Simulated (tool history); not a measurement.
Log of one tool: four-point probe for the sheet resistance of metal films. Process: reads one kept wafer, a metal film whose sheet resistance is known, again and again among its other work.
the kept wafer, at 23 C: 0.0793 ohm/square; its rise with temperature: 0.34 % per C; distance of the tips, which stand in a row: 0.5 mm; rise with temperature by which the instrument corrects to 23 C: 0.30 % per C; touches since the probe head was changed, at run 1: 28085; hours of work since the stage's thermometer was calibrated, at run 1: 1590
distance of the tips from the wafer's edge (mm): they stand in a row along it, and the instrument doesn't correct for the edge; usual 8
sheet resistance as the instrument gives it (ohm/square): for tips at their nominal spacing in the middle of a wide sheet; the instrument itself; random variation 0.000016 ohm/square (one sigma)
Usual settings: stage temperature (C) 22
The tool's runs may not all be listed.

run   hour  stage temperature (C)  distance of the tips from the wafer's edge (mm)  touches since the probe head was changed  hours of work since the stage's thermometer was calibrated  sheet resistance as the instrument gives it (ohm/square)
  1      0                     22                                                8                                     28085                                                        1590                                                  0.079436
  2   82.4                     22                                               15                                     30168                                                        1644                                                  0.079283
  3  126.9                     22                                               15                                     31294                                                        1673                                                   0.07933
  4  213.7                     22                                               15                                     33492                                                        1729                                                  0.079312
  5  256.9                     22                                                3                                     34584                                                        1757                                                  0.080483
  6    307                     32                                                8                                     35850                                                        1789                                                  0.079757
  7  374.5                     32                                                8                                     37560                                                        1833                                                  0.079725

The next listed run, before its measurement:
  8   445                     32                                                8                                     39341                                                        1879                                                         ?

sheet resistance as the instrument gives it (ohm/square): 0.07974
Without the tool's hidden state the same run would have given sheet resistance as the instrument gives it (ohm/square) 0.079734.
